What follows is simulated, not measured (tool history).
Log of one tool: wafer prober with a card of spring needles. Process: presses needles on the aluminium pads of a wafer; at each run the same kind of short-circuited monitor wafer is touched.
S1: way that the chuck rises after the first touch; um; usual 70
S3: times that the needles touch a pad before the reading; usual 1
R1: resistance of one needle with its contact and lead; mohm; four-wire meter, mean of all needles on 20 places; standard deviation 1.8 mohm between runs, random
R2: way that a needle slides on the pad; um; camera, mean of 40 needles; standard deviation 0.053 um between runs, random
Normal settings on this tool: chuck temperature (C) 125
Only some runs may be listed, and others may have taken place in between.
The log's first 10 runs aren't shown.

-- hour=156.2 tips cleaned on abrasive film
-- hour=163.7 tips cleaned on abrasive film
run 11 hour=166.2 | S1=73 chuck_temperature_(C)=125 S3=1 | R1=207 R2=17.90
-- hour=171.2 tips cleaned on abrasive film
-- hour=178.0 tips cleaned on abrasive film
-- hour=185.8 tips cleaned on abrasive film
run 12 hour=185.8 | S1=73 chuck_temperature_(C)=125 S3=1 | R1=200 R2=17.82
-- hour=193.3 tips cleaned on abrasive film
run 13 hour=197.3 | S1=63 chuck_temperature_(C)=125 S3=1 | R1=218 R2=15.27
-- hour=200.0 tips cleaned on abrasive film
-- hour=207.3 tips cleaned on abrasive film
-- hour=210.7 height of the first contact set anew
-- hour=215.0 tips cleaned on abrasive film
run 14 hour=215.0 | S1=63 chuck_temperature_(C)=125 S3=1 | R1=200 R2=15.85
-- hour=221.6 tips cleaned on abrasive film
-- hour=228.8 tips cleaned on abrasive film
run 15 hour=228.8 | S1=63 chuck_temperature_(C)=125 S3=1 | R1=194 R2=15.77
-- hour=235.7 tips cleaned on abrasive film
-- hour=243.1 tips cleaned on abrasive film
-- hour=250.5 tips cleaned on abrasive film
run 16 hour=251.8 | S1=63 chuck_temperature_(C)=125 S3=1 | R1=206 R2=15.78
-- hour=257.3 tips cleaned on abrasive film
-- hour=264.9 tips cleaned on abrasive film
-- hour=272.4 tips cleaned on abrasive film
run 17 hour=274.2 | S1=85 chuck_temperature_(C)=125 S3=2 | R1=200 R2=21.29
-- hour=280.0 tips cleaned on abrasive film
run 18 hour=285.8 | S1=85 chuck_temperature_(C)=125 S3=2 | R1=210 R2=21.31
-- hour=286.9 tips cleaned on abrasive film
-- hour=295.1 tips cleaned on abrasive film
-- hour=302.1 tips cleaned on abrasive film
run 19 hour=303.0 | S1=70 chuck_temperature_(C)=125 S3=1 | R1=199 R2=17.48
-- hour=309.9 tips cleaned on abrasive film
-- hour=317.5 tips cleaned on abrasive film
-- hour=324.3 tips cleaned on abrasive film
run 20 hour=324.3 | S1=75 chuck_temperature_(C)=59 S3=1 | R1=185 R2=18.73
-- hour=331.6 tips cleaned on abrasive film
run 21 hour=338.0 | S1=75 chuck_temperature_(C)=59 S3=1 | R1=215 R2=18.68
-- hour=339.7 tips cleaned on abrasive film
-- hour=347.1 tips cleaned on abrasive film
-- hour=354.7 tips cleaned on abrasive film
run 22 hour=360.5 | S1=50 chuck_temperature_(C)=59 S3=3 | R1=195 R2=12.28
-- hour=361.7 tips cleaned on abrasive film
-- hour=368.7 tips cleaned on abrasive film
-- hour=376.2 tips cleaned on abrasive film
run 23 hour=381.7 | S1=56 chuck_temperature_(C)=59 S3=3 | R1=191 R2=13.85
-- hour=383.4 tips cleaned on abrasive film
-- hour=390.7 tips cleaned on abrasive film
-- hour=397.6 tips cleaned on abrasive film
run 24 hour=401.3 | S1=70 chuck_temperature_(C)=125 S3=1 | R1=213 R2=17.26
-- hour=405.1 tips cleaned on abrasive film
-- hour=412.1 tips cleaned on abrasive film
-- hour=419.8 tips cleaned on abrasive film
run 25 hour=422.1 | S1=70 chuck_temperature_(C)=125 S3=1 | R1=209 R2=17.25
-- hour=427.0 tips cleaned on abrasive film
-- hour=434.7 tips cleaned on abrasive film
run 26 hour=437.5 | S1=70 chuck_temperature_(C)=125 S3=1 | R1=210 R2=17.22
-- hour=441.4 tips cleaned on abrasive film
-- hour=448.3 tips cleaned on abrasive film
run 27 hour=448.3 | S1=70 chuck_temperature_(C)=125 S3=1 | R1=193 R2=17.19
-- hour=455.9 tips cleaned on abrasive film
-- hour=463.0 tips cleaned on abrasive film
run 28 hour=466.9 | S1=70 chuck_temperature_(C)=125 S3=1 | R1=219 R2=17.10
-- hour=470.6 tips cleaned on abrasive film
-- hour=478.1 tips cleaned on abrasive film
run 29 hour=478.8 | S1=70 chuck_temperature_(C)=125 S3=1 | R1=200 R2=17.08
-- hour=486.0 tips cleaned on abrasive film
-- hour=493.3 tips cleaned on abrasive film
-- hour=500.3 tips cleaned on abrasive film
run 30 hour=500.5 | S1=70 chuck_temperature_(C)=101 S3=1 | R1=195 R2=17.04

Consider 3 possible next runs. They are alternatives, not a sequence: every one starts from the tool as it was left by run 30. What does each give?
-- hour=507.5 tips cleaned on abrasive film
-- hour=514.7 tips cleaned on abrasive film
-- hour=521.5 tips cleaned on abrasive film
run A hour=523.7 | S1=52 chuck_temperature_(C)=101 S3=1 | R1=? R2=?
-- hour=507.5 tips cleaned on abrasive film
-- hour=514.7 tips cleaned on abrasive film
-- hour=521.5 tips cleaned on abrasive film
run B hour=523.7 | S1=65 chuck_temperature_(C)=40 S3=1 | R1=? R2=?
-- hour=507.5 tips cleaned on abrasive film
-- hour=514.7 tips cleaned on abrasive film
-- hour=521.5 tips cleaned on abrasive film
run C hour=523.7 | S1=70 chuck_temperature_(C)=101 S3=1 | R1=? R2=?

run=A R1=213 R2=12.48
run=B R1=191 R2=15.88
run=C R1=205 R2=17.03
What these runs would have given with no unlogged condition in the tool:
run=A R1=191 R2=13.04
run=B R1=175 R2=16.44
run=C R1=191 R2=17.58
